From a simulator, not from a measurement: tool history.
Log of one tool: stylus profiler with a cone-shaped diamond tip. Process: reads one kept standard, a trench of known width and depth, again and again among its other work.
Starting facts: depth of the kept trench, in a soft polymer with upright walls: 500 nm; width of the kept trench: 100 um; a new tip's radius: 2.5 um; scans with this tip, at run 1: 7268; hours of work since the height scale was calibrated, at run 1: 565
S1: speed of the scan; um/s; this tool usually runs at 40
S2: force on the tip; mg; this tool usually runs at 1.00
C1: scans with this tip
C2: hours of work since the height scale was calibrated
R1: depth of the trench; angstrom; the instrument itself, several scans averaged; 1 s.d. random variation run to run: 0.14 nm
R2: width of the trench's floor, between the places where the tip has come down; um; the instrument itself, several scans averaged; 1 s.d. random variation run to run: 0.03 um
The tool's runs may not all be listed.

run	hour	S1	S2	C1	C2	R1	R2
1	0.0	40	1.00	7268	565	5046.7	95.97
2	41.2	40	1.00	7562	588	5049.6	95.89
3	96.2	40	1.00	7954	618	5049.1	95.91
4	134.0	40	1.00	8224	639	5046.5	95.84
5	194.2	58	1.00	8654	673	5051.1	95.69
6	240.4	40	1.00	8984	698	5051.7	95.84
7	269.4	40	1.00	9191	714	5051.4	95.76
8	301.7	40	1.00	9422	732	5051.0	95.78
9	334.4	40	1.00	9656	750	5053.0	95.73
10	367.5	40	1.00	9891	769	5053.1	95.69
11	427.3	40	1.00	10319	802	5051.8	95.66
12	465.8	40	1.00	10594	823	5051.7	95.64
13	523.9	40	1.00	11008	855	5052.2	95.62
14	556.5	40	1.00	11241	873	5053.2	95.63
15	586.5	40	1.00	11455	890	5051.9	95.59
16	633.3	40	1.00	11789	916	5056.3	95.53
17	669.0	40	1.00	12044	936	5056.7	95.51
18	721.8	40	1.00	12421	965	5057.9	95.54
19	775.4	40	1.00	12804	995	5056.7	95.40
20	826.1	40	1.00	13166	1023	5056.0	95.45
21	858.0	74	0.59	13393	1041	5050.9	94.88
22	900.9	30	0.37	13700	1065	5040.3	95.32
# hour 907.1: height scale calibrated on a step standard
23	932.4	22	1.17	13922	14	5072.0	95.54
24	981.3	40	2.59	14271	41	5100.7	95.46
25	1017.3	40	2.59	14528	61	5096.3	95.45
26	1068.0	40	2.59	14890	89	5101.2	95.41
# hour 1077.3: height scale calibrated on a step standard, once more
27	1122.8	40	0.73	15277	25	5026.5	95.15
28	1173.2	16	1.68	15637	53	5047.9	95.48
29	1235.5	16	1.68	16082	88	5047.4	95.46
30	1282.0	111	1.16	16414	114	5040.6	94.60
31	1343.8	21	1.00	16855	148	5036.0	95.32
32	1378.8	90	1.04	17104	167	5036.8	94.72
# hour 1412.0: new tip fitted, height scale calibrated
33	1436.6	23	1.91	175	14	5056.2	96.78
34	1471.6	98	2.50	425	33	5068.0	96.34
35	1519.9	42	0.59	770	60	5028.5	96.37
36	1572.1	32	0.35	1142	89	5020.2	96.28

A few steps of R1 between consecutive runs. Split each: what settings, incoming material and random variation would produce without the hidden state, and what is left over for the hidden state, along with gauge scatter present in only one of the two compared results (measured, and without hidden state):
Hidden conditions of the tool in this case: radius of the tip, um; height scale over the true one, %; drift of the gauge itself on depth_nm, %; drift of the gauge itself on floor_um, %.
Run 4 -> 5: S1 40 -> 58. R1 +4.6 angstrom: hidden state +0.9, all else +3.7.
Run 22 -> 23: S1 30 -> 22, S2 0.37 -> 1.17, height scale calibrated on a step standard. R1 +31.7 angstrom: hidden state +10.2, all else +21.5.
Run 26 -> 27: S2 2.59 -> 0.73, height scale calibrated on a step standard, once more. R1 -74.7 angstrom: hidden state -38.2, all else -36.5.
Run 34 -> 35: S1 98 -> 42, S2 2.50 -> 0.59. R1 -39.5 angstrom: hidden state +0.7, all else -40.2.

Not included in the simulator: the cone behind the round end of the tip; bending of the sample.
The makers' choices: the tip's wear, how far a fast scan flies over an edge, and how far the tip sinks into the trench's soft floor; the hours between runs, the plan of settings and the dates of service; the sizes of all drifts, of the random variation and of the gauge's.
